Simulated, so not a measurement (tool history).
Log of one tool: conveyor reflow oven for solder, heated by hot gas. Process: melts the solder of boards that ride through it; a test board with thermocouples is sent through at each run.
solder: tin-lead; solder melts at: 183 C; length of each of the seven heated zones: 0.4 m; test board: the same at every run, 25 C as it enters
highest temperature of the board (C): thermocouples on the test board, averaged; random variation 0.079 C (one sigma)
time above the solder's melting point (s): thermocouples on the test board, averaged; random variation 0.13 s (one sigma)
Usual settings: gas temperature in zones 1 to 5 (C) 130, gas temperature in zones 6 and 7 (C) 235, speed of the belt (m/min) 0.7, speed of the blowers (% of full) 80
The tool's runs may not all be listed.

run   hour  gas temperature in zones 1 to 5 (C)  gas temperature in zones 6 and 7 (C)  speed of the belt (m/min)  speed of the blowers (% of full)  highest temperature of the board (C)  time above the solder's melting point (s)
  1      0                                  130                                   235                        0.7                                80                                220.67                                         53
  2    8.3                                  130                                   235                      0.752                                80                                218.55                                       47.3
  3     16                                  130                                   235                      0.752                                80                                 218.4                                       47.5
  4   21.9                                  130                                   235                        0.7                                87                                221.82                                       53.6
  5   29.6                                  130                                   235                        0.7                                87                                221.73                                       53.5
  6   38.1                                  130                                   235                        0.7                                87                                221.82                                       53.7
  7   43.9                                  130                                   235                        0.7                                87                                221.84                                       53.6
  8   54.8                                  132                                   235                        0.7                                80                                221.01                                       53.5
  9   62.5                                  130                                   235                        0.7                                80                                220.76                                       52.7
 10   74.9                                  130                                   236                        0.7                                80                                221.73                                       53.2
 11   85.7                                  130                                   235                        0.7                                80                                220.59                                       52.7
 12   97.8                                  130                                   227                        0.7                                80                                213.48                                       48.1
 13  103.9                                  124                                   235                        0.7                                80                                219.86                                       50.7
 14  113.5                                  124                                   235                        0.7                                80                                219.82                                       50.8
 15  123.8                                  130                                   235                        0.7                                59                                216.62                                       49.3
 16  136.6                                  130                                   235                        0.7                                80                                220.67                                       52.6
 17  143.5                                  130                                   235                        0.7                                80                                220.62                                       52.6
 18  149.5                                  130                                   237                        0.7                                83                                223.02                                       54.4
 19  160.3                                  142                                   237                        0.7                                59                                220.65                                       55.8
 20  172.7                                  130                                   235                        0.7                                85                                221.27                                       53.4
 21  180.9                                  130                                   235                        0.7                                85                                221.38                                       53.5
 22  191.6                                  123                                   225                        0.7                                53                                205.14                                       37.1
 23  202.8                                  123                                   225                        0.7                                53                                205.14                                       37.2
 24  208.4                                  123                                   225                        0.7                                53                                 205.1                                       36.9
 25  217.3                                  145                                   225                        0.7                                75                                213.26                                       52.6
 26  227.4                                  145                                   225                        0.7                                75                                 213.3                                       52.6
     233.6  -- flux residue cleaned out of gas plates and filters
 27  242.2                                  145                                   225                        0.7                                75                                214.25                                       53.6
 28  248.8                                  145                                   230                      0.678                                79                                220.06                                       59.5
 29  260.6                                  145                                   245                      0.678                                56                                229.42                                       63.8
 30  267.3                                  145                                   245                      0.678                                56                                229.51                                         64
 31  278.7                                  145                                   245                      0.678                                56                                229.51                                         64
 32  289.8                                  145                                   245                      0.678                                56                                229.57                                         64

Forecast each of these 3 alternatives for the next run:
  A  299.9                                  134                                   239                        0.7                                78                                     ?                                          ?
  B  299.9                                  145                                   248                      0.607                                56                                     ?                                          ?
  C  299.9                                  139                                   235                       0.74                                55                                     ?                                          ?

run  highest temperature of the board (C)  time above the solder's melting point (s)
  A                                225.57                                       56.8
  B                                235.53                                       74.9
  C                                216.35                                       48.8
Without the tool's hidden state the same runs would have given:
run  highest temperature of the board (C)  time above the solder's melting point (s)
  A                                224.83                                       55.2
  B                                234.72                                         73
  C                                215.51                                       47.2
